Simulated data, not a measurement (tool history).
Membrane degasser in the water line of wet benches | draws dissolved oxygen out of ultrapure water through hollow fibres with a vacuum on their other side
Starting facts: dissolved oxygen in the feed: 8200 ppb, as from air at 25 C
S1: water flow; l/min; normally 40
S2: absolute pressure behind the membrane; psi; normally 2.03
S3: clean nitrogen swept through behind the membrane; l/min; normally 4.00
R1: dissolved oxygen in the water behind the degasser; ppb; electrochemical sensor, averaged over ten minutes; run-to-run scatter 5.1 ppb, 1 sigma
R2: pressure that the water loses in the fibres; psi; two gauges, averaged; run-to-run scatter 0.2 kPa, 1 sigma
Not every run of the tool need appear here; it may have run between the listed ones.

run	hour	S1	S2	S3	R1	R2
1	0.0	40	2.03	4.00	516.4	6.564
2	73.4	40	2.03	4.00	503.8	6.580
3	153.7	40	2.03	4.00	508.0	6.633
4	224.9	40	2.03	4.00	510.2	6.630
5	275.6	40	2.03	4.00	509.4	6.622
6	344.3	40	4.26	4.00	819.1	6.622
7	428.3	33	4.76	1.75	1227.0	5.446
8	468.3	33	4.76	1.75	1261.9	5.433
9	539.5	40	1.28	6.88	351.4	6.651
10	609.6	48	2.84	2.63	957.5	7.961
11	663.7	35	2.03	1.95	610.2	5.796

Predict each of these 3 candidate next runs independently; none follows another, all start after run 11:
A	724.1	40	1.35	4.12	?	?
B	724.1	35	3.06	3.38	?	?
C	724.1	41	1.33	2.43	?	?

run	R1	R2
A	408.0	6.598
B	604.4	5.832
C	502.6	6.763
Without the tool's hidden state the same runs would have given:
run	R1	R2
A	407.5	6.595
B	603.9	5.829
C	502.1	6.760
